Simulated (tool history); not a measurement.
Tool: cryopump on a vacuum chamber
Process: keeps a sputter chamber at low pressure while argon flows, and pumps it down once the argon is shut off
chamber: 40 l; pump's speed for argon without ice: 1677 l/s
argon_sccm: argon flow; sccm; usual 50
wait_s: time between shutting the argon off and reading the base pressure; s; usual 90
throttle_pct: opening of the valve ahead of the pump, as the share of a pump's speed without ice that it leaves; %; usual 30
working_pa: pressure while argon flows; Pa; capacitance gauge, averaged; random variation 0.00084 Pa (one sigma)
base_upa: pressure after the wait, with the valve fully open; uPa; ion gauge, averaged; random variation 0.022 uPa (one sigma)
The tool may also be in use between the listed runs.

{"run": 1, "hour": 0.0, "argon_sccm": 50, "wait_s": 90, "throttle_pct": 30, "working_pa": 0.1703, "base_upa": 1.82}
{"run": 2, "hour": 26.7, "argon_sccm": 50, "wait_s": 90, "throttle_pct": 30, "working_pa": 0.1712, "base_upa": 1.74}
{"run": 3, "hour": 80.9, "argon_sccm": 50, "wait_s": 90, "throttle_pct": 30, "working_pa": 0.1706, "base_upa": 1.95}
{"run": 4, "hour": 138.8, "argon_sccm": 50, "wait_s": 90, "throttle_pct": 30, "working_pa": 0.1739, "base_upa": 1.87}
{"run": 5, "hour": 182.2, "argon_sccm": 50, "wait_s": 90, "throttle_pct": 30, "working_pa": 0.1722, "base_upa": 2.02}
{"run": 6, "hour": 218.4, "argon_sccm": 50, "wait_s": 90, "throttle_pct": 16, "working_pa": 0.3165, "base_upa": 2.01}
{"run": 7, "hour": 265.5, "argon_sccm": 41, "wait_s": 90, "throttle_pct": 30, "working_pa": 0.1421, "base_upa": 2.06}
{"run": 8, "hour": 324.8, "argon_sccm": 44, "wait_s": 90, "throttle_pct": 30, "working_pa": 0.1514, "base_upa": 2.06}
{"run": 9, "hour": 364.7, "argon_sccm": 44, "wait_s": 90, "throttle_pct": 18, "working_pa": 0.2512, "base_upa": 2.14}
{"run": 10, "hour": 393.9, "argon_sccm": 50, "wait_s": 56, "throttle_pct": 30, "working_pa": 0.1751, "base_upa": 2.55}
{"run": 11, "hour": 445.5, "argon_sccm": 50, "wait_s": 56, "throttle_pct": 30, "working_pa": 0.1748, "base_upa": 2.49}
{"run": 12, "hour": 499.7, "argon_sccm": 50, "wait_s": 56, "throttle_pct": 30, "working_pa": 0.1758, "base_upa": 2.56}
{"run": 13, "hour": 527.4, "argon_sccm": 50, "wait_s": 56, "throttle_pct": 30, "working_pa": 0.1758, "base_upa": 2.65}
{"run": 14, "hour": 566.3, "argon_sccm": 50, "wait_s": 90, "throttle_pct": 30, "working_pa": 0.1758, "base_upa": 2.37}
{"run": 15, "hour": 625.5, "argon_sccm": 50, "wait_s": 90, "throttle_pct": 55, "working_pa": 0.1011, "base_upa": 2.52}
{"run": 16, "hour": 681.7, "argon_sccm": 50, "wait_s": 90, "throttle_pct": 55, "working_pa": 0.1029, "base_upa": 2.56}
{"run": 17, "hour": 726.1, "argon_sccm": 22, "wait_s": 90, "throttle_pct": 55, "working_pa": 0.0453, "base_upa": 2.58}
{"run": 18, "hour": 781.8, "argon_sccm": 50, "wait_s": 75, "throttle_pct": 30, "working_pa": 0.1797, "base_upa": 2.69}
{"run": 19, "hour": 830.8, "argon_sccm": 50, "wait_s": 75, "throttle_pct": 30, "working_pa": 0.1811, "base_upa": 2.76}
{"run": 20, "hour": 886.3, "argon_sccm": 28, "wait_s": 90, "throttle_pct": 30, "working_pa": 0.102, "base_upa": 2.74}
{"run": 21, "hour": 947.6, "argon_sccm": 28, "wait_s": 90, "throttle_pct": 56, "working_pa": 0.0579, "base_upa": 2.87}
{"run": 22, "hour": 1008.8, "argon_sccm": 28, "wait_s": 90, "throttle_pct": 56, "working_pa": 0.0588, "base_upa": 2.98}
{"run": 23, "hour": 1052.7, "argon_sccm": 28, "wait_s": 90, "throttle_pct": 56, "working_pa": 0.0596, "base_upa": 2.99}
{"run": 24, "hour": 1089.1, "argon_sccm": 28, "wait_s": 90, "throttle_pct": 56, "working_pa": 0.0591, "base_upa": 3.04}
{"run": 25, "hour": 1143.7, "argon_sccm": 91, "wait_s": 40, "throttle_pct": 44, "working_pa": 0.2399, "base_upa": 3.75}
{"hour": 1163.6, "done": "pump warmed up, emptied and cooled again"}
{"run": 26, "hour": 1206.9, "argon_sccm": 93, "wait_s": 66, "throttle_pct": 16, "working_pa": 0.5902, "base_upa": 2.8}
{"run": 27, "hour": 1240.5, "argon_sccm": 44, "wait_s": 212, "throttle_pct": 45, "working_pa": 0.1009, "base_upa": 2.28}
{"run": 28, "hour": 1284.4, "argon_sccm": 44, "wait_s": 200, "throttle_pct": 18, "working_pa": 0.2468, "base_upa": 2.41}
{"run": 29, "hour": 1317.6, "argon_sccm": 50, "wait_s": 31, "throttle_pct": 29, "working_pa": 0.1762, "base_upa": 3.52}
{"run": 30, "hour": 1344.2, "argon_sccm": 78, "wait_s": 90, "throttle_pct": 32, "working_pa": 0.2485, "base_upa": 2.7}
{"run": 31, "hour": 1403.7, "argon_sccm": 78, "wait_s": 90, "throttle_pct": 32, "working_pa": 0.2495, "base_upa": 2.73}
{"run": 32, "hour": 1446.7, "argon_sccm": 47, "wait_s": 90, "throttle_pct": 28, "working_pa": 0.1729, "base_upa": 2.75}
{"run": 33, "hour": 1479.1, "argon_sccm": 47, "wait_s": 39, "throttle_pct": 24, "working_pa": 0.2032, "base_upa": 3.49}

Measured less the same run without the tool's hidden state. The same run-to-run variation is in both; the gauge's scatter may not be:
The hidden state here: pump's speed, % of a pump's without ice; cold plate's temperature, K; leak into the chamber, uPa l/s; drift of the gauge itself on working_pa, %; drift of the gauge itself on base_upa, %.
run=1 working_pa=+0.0026 base_upa=+1.18
run=2 working_pa=+0.0028 base_upa=+1.14
run=3 working_pa=+0.0034 base_upa=+1.27
run=4 working_pa=+0.0039 base_upa=+1.28
run=5 working_pa=+0.0044 base_upa=+1.35
run=6 working_pa=+0.0049 base_upa=+1.38
run=7 working_pa=+0.0044 base_upa=+1.4
run=8 working_pa=+0.0053 base_upa=+1.46
run=9 working_pa=+0.0057 base_upa=+1.5
run=10 working_pa=+0.0068 base_upa=+1.59
run=11 working_pa=+0.0074 base_upa=+1.57
run=12 working_pa=+0.0081 base_upa=+1.65
run=13 working_pa=+0.0083 base_upa=+1.71
run=14 working_pa=+0.0089 base_upa=+1.73
run=15 working_pa=+0.0096 base_upa=+1.86
run=16 working_pa=+0.0104 base_upa=+1.9
run=17 working_pa=+0.0048 base_upa=+1.92
run=18 working_pa=+0.0117 base_upa=+1.94
run=19 working_pa=+0.0124 base_upa=+2.06
run=20 working_pa=+0.0073 base_upa=+2.1
run=21 working_pa=+0.0078 base_upa=+2.24
run=22 working_pa=+0.0082 base_upa=+2.31
run=23 working_pa=+0.0087 base_upa=+2.35
run=24 working_pa=+0.0089 base_upa=+2.37
run=25 working_pa=+0.0307 base_upa=+2.48
run=26 working_pa=+0.0019 base_upa=+1.96
run=27 working_pa=+0.0011 base_upa=+1.92
run=28 working_pa=+0.0015 base_upa=+2
run=29 working_pa=+0.002 base_upa=+1.99
run=30 working_pa=+0.0035 base_upa=+2.05
run=31 working_pa=+0.0043 base_upa=+2.1
run=32 working_pa=+0.0031 base_upa=+2.11
run=33 working_pa=+0.0035 base_upa=+2.23
